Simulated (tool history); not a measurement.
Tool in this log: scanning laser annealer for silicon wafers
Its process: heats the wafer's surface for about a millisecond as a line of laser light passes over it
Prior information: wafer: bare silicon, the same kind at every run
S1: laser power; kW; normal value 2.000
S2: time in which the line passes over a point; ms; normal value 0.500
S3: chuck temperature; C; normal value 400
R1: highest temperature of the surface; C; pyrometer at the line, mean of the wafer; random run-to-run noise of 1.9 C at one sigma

run,day,S1,S2,S3,R1
1,0.000,2.000,0.500,400,1146
2,0.654,2.000,0.573,400,1192
3,1.762,2.000,0.573,400,1190
4,2.746,2.000,0.573,400,1188
5,3.988,2.000,0.500,400,1144
6,4.817,2.000,0.500,400,1141
7,5.912,2.000,0.500,400,1139
8,7.033,2.000,0.500,400,1142
9,7.883,1.769,0.500,400,1039
10,9.142,1.769,0.500,400,1036
11,10.308,1.769,0.545,400,1059
12,11.400,1.769,0.545,400,1060
13,12.504,2.000,0.375,400,1047
14,13.117,2.000,0.500,400,1131
15,13.971,2.000,0.500,400,1134
16,14.721,2.000,0.500,400,1133
17,15.896,2.000,0.400,400,1062
18,16.525,1.907,0.500,400,1090
19,17.829,1.907,0.500,400,1086
20,18.838,1.969,0.500,400,1114
21,19.575,1.783,0.492,400,1031
22,20.629,1.783,0.492,400,1029
23,21.842,1.783,0.492,400,1025
24,22.875,1.783,0.492,400,1030
25,24.096,2.079,0.486,417,1162
26,24.733,2.074,0.397,400,1082
# day 25.788: window over the wafer cleaned
27,25.788,2.074,0.586,400,1250
28,27.038,2.074,0.522,405,1209
29,27.625,1.883,0.500,362,1067
30,28.725,1.737,0.500,405,1043
31,30.050,1.809,0.530,399,1084
32,31.083,1.809,0.530,399,1083
33,32.229,1.995,0.512,385,1142
34,33.375,1.934,0.500,376,1097
35,34.188,1.930,0.438,400,1076
36,35.471,2.000,0.500,401,1151
37,36.775,2.000,0.433,375,1074
38,38.088,1.915,0.539,375,1109
39,39.288,1.910,0.406,422,1064
40,40.162,1.910,0.406,371,1015

Below, some changes in R1 between adjacent runs. For each, the amount present without the hidden state too (settings, incoming material, random variation) and the amount remaining for the hidden state with gauge scatter not shared by both compared results:
Unlogged tool condition in this case: light that passes the window, % of a clean one's; laser's true power over the reading, %; width of the line over the set one, %; drift of the gauge itself on peak_c, C.
Run 13 -> 14: S2 0.375 -> 0.500. R1 +84 C: hidden state -5, all else +89.
Run 24 -> 25: S1 1.783 -> 2.079, S2 0.492 -> 0.486, S3 400 -> 417. R1 +132 C: hidden state -8, all else +140.
Run 26 -> 27: S2 0.397 -> 0.586, window over the wafer cleaned. R1 +168 C: hidden state +30, all else +138.
Run 28 -> 29: S1 2.074 -> 1.883, S2 0.522 -> 0.500, S3 405 -> 362. R1 -142 C: hidden state +2, all else -144.
